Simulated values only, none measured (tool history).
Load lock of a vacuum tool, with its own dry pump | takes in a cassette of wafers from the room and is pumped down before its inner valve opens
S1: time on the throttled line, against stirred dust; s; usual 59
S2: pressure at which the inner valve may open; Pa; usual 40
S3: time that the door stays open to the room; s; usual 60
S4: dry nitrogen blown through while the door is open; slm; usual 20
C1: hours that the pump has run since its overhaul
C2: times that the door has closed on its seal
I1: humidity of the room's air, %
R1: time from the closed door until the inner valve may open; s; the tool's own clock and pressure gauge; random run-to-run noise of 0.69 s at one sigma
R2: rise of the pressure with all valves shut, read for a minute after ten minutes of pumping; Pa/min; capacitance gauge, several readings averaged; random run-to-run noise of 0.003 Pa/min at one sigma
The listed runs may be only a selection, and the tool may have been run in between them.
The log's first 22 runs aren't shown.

run 23 day=258.792 | S1=59 S2=30 S3=60 S4=27 | C1=13215 C2=3396 | I1=45.8 | R1=110.1 R2=0.038
run 24 day=271.946 | S1=59 S2=30 S3=60 S4=27 | C1=13530 C2=4049 | I1=46.8 | R1=111.8 R2=0.044
run 25 day=280.225 | S1=53 S2=30 S3=60 S4=42 | C1=13729 C2=4460 | I1=45.1 | R1=108.3 R2=0.04
run 26 day=292.358 | S1=53 S2=59 S3=236 S4=11 | C1=14020 C2=5063 | I1=46.1 | R1=101.3 R2=0.083
run 27 day=300.317 | S1=53 S2=59 S3=33 S4=6 | C1=14211 C2=5459 | I1=45 | R1=101.3 R2=0.057
run 28 day=313.538 | S1=41 S2=36 S3=87 S4=8 | C1=14529 C2=6115 | I1=44 | R1=97.8 R2=0.071
run 29 day=327.929 | S1=41 S2=36 S3=87 S4=8 | C1=14874 C2=6830 | I1=45.9 | R1=98 R2=0.071
run 30 day=338.354 | S1=41 S2=36 S3=87 S4=8 | C1=15124 C2=7348 | I1=41.4 | R1=98.2 R2=0.075
run 31 day=344.983 | S1=59 S2=74 S3=60 S4=20 | C1=15283 C2=7678 | I1=46.9 | R1=104.9 R2=0.072

Run 32 comes next. What will it give?
run 32 day=357.8 | S1=59 S2=45 S3=116 S4=25 | C1=15591 C2=8315 | I1=44.4 | R1=? R2=?

Run 32 gave R1 108.9 s, R2 0.075 Pa/min.
If the tool had no hidden condition, the same run with the same run-to-run variation would have returned R1 103.6 s, R2 0.029 Pa/min.
